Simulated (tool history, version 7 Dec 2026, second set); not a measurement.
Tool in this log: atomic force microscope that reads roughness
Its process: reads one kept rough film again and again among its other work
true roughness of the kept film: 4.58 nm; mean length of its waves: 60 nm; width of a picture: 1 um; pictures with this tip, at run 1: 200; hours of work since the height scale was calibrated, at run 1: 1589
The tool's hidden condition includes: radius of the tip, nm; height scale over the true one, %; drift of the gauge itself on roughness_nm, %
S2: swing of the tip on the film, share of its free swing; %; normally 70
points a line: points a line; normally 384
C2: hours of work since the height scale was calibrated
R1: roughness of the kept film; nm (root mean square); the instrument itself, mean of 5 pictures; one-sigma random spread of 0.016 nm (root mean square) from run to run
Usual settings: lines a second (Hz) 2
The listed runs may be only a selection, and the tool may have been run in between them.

run 1 day=0 | lines_a_second_(Hz)=2 S2=70 points_a_line=384 | pictures_with_this_tip=200 C2=1589 | R1=3.561
-- day=0.412 new tip fitted
run 2 day=2.033 | lines_a_second_(Hz)=2 S2=70 points_a_line=384 | pictures_with_this_tip=73 C2=1619 | R1=3.736
run 3 day=3.667 | lines_a_second_(Hz)=2 S2=70 points_a_line=384 | pictures_with_this_tip=146 C2=1644 | R1=3.62
-- day=5.329 new tip fitted
run 4 day=6.296 | lines_a_second_(Hz)=2 S2=70 points_a_line=384 | pictures_with_this_tip=43 C2=1684 | R1=3.779
run 5 day=8.417 | lines_a_second_(Hz)=2 S2=70 points_a_line=345 | pictures_with_this_tip=138 C2=1716 | R1=3.634
-- day=10.142 new tip fitted
run 6 day=10.442 | lines_a_second_(Hz)=2 S2=70 points_a_line=384 | pictures_with_this_tip=13 C2=1746 | R1=3.823
run 7 day=12.942 | lines_a_second_(Hz)=2 S2=79 points_a_line=384 | pictures_with_this_tip=126 C2=1784 | R1=3.452
-- day=15.138 new tip fitted
run 8 day=15.4 | lines_a_second_(Hz)=2 S2=87 points_a_line=384 | pictures_with_this_tip=12 C2=1821 | R1=3.439
-- day=16.125 height scale calibrated on a step standard
run 9 day=16.779 | lines_a_second_(Hz)=2 S2=87 points_a_line=384 | pictures_with_this_tip=72 C2=10 | R1=3.389
run 10 day=18.833 | lines_a_second_(Hz)=2 S2=87 points_a_line=384 | pictures_with_this_tip=164 C2=41 | R1=3.261
-- day=20.05 new tip fitted
run 11 day=21.475 | lines_a_second_(Hz)=1.29 S2=70 points_a_line=384 | pictures_with_this_tip=64 C2=81 | R1=3.968
run 12 day=24.054 | lines_a_second_(Hz)=1.29 S2=70 points_a_line=384 | pictures_with_this_tip=180 C2=120 | R1=3.738
-- day=24.858 new tip fitted
run 13 day=26.258 | lines_a_second_(Hz)=1.29 S2=70 points_a_line=384 | pictures_with_this_tip=63 C2=153 | R1=3.949
run 14 day=27.608 | lines_a_second_(Hz)=1.29 S2=70 points_a_line=384 | pictures_with_this_tip=123 C2=174 | R1=3.827
run 15 day=29.296 | lines_a_second_(Hz)=1.29 S2=70 points_a_line=291 | pictures_with_this_tip=199 C2=199 | R1=3.683
-- day=29.746 new tip fitted
run 16 day=30.625 | lines_a_second_(Hz)=1.29 S2=70 points_a_line=291 | pictures_with_this_tip=40 C2=219 | R1=3.964
run 17 day=31.712 | lines_a_second_(Hz)=1.29 S2=70 points_a_line=291 | pictures_with_this_tip=89 C2=236 | R1=3.861
run 18 day=33.85 | lines_a_second_(Hz)=1.29 S2=70 points_a_line=291 | pictures_with_this_tip=185 C2=268 | R1=3.698
-- day=34.638 new tip fitted
run 19 day=36.071 | lines_a_second_(Hz)=2 S2=70 points_a_line=365 | pictures_with_this_tip=65 C2=301 | R1=3.8
run 20 day=38.338 | lines_a_second_(Hz)=3.49 S2=86 points_a_line=430 | pictures_with_this_tip=166 C2=336 | R1=2.886
-- day=39.638 new tip fitted
run 21 day=39.975 | lines_a_second_(Hz)=3.49 S2=67 points_a_line=430 | pictures_with_this_tip=15 C2=360 | R1=3.754
run 22 day=42.317 | lines_a_second_(Hz)=3.49 S2=67 points_a_line=430 | pictures_with_this_tip=120 C2=396 | R1=3.554
-- day=44.5 new tip fitted
run 23 day=44.812 | lines_a_second_(Hz)=2 S2=70 points_a_line=876 | pictures_with_this_tip=14 C2=433 | R1=3.924
run 24 day=47.075 | lines_a_second_(Hz)=2.04 S2=70 points_a_line=276 | pictures_with_this_tip=116 C2=468 | R1=3.683
-- day=49.3 new tip fitted
run 25 day=49.746 | lines_a_second_(Hz)=2.04 S2=70 points_a_line=572 | pictures_with_this_tip=20 C2=508 | R1=3.885
run 26 day=50.962 | lines_a_second_(Hz)=0.69 S2=70 points_a_line=874 | pictures_with_this_tip=74 C2=526 | R1=4.041
run 27 day=52.75 | lines_a_second_(Hz)=1.51 S2=69 points_a_line=380 | pictures_with_this_tip=154 C2=554 | R1=3.734
-- day=54.2 new tip fitted
run 28 day=54.667 | lines_a_second_(Hz)=2.4 S2=70 points_a_line=270 | pictures_with_this_tip=21 C2=582 | R1=3.787
run 29 day=55.967 | lines_a_second_(Hz)=1.03 S2=78 points_a_line=384 | pictures_with_this_tip=79 C2=602 | R1=3.859
run 30 day=57.621 | lines_a_second_(Hz)=3.97 S2=70 points_a_line=298 | pictures_with_this_tip=153 C2=627 | R1=3.345
-- day=59.062 new tip fitted
run 31 day=60.217 | lines_a_second_(Hz)=2.37 S2=76 points_a_line=811 | pictures_with_this_tip=52 C2=666 | R1=3.606
run 32 day=61.483 | lines_a_second_(Hz)=0.53 S2=70 points_a_line=497 | pictures_with_this_tip=109 C2=685 | R1=4.028
-- day=63.971 new tip fitted
run 33 day=63.971 | lines_a_second_(Hz)=0.71 S2=88 points_a_line=384 | pictures_with_this_tip=0 C2=723 | R1=3.935
run 34 day=65.262 | lines_a_second_(Hz)=1.13 S2=67 points_a_line=476 | pictures_with_this_tip=58 C2=742 | R1=3.991
run 35 day=67.888 | lines_a_second_(Hz)=1.13 S2=62 points_a_line=508 | pictures_with_this_tip=176 C2=782 | R1=3.827
-- day=68.983 new tip fitted
run 36 day=69.675 | lines_a_second_(Hz)=1.13 S2=62 points_a_line=508 | pictures_with_this_tip=31 C2=809 | R1=4.08

Difference, measured minus no-hidden-state, one row per run. Run-to-run variation is common to both terms; the gauge's own scatter need not be:
run=1 R1=-0.425
run=2 R1=-0.224
run=3 R1=-0.357
run=4 R1=-0.149
run=5 R1=-0.322
run=6 R1=-0.109
run=7 R1=-0.302
run=8 R1=-0.102
run=9 R1=-0.131
run=10 R1=-0.273
run=11 R1=-0.14
run=12 R1=-0.339
run=13 R1=-0.151
run=14 R1=-0.272
run=15 R1=-0.416
run=16 R1=-0.106
run=17 R1=-0.21
run=18 R1=-0.366
run=19 R1=-0.146
run=20 R1=-0.254
run=21 R1=-0.056
run=22 R1=-0.249
run=23 R1=-0.055
run=24 R1=-0.246
run=25 R1=-0.07
run=26 R1=-0.186
run=27 R1=-0.323
run=28 R1=-0.083
run=29 R1=-0.19
run=30 R1=-0.293
run=31 R1=-0.122
run=32 R1=-0.246
run=33 R1=-0.05
run=34 R1=-0.17
run=35 R1=-0.386
run=36 R1=-0.106
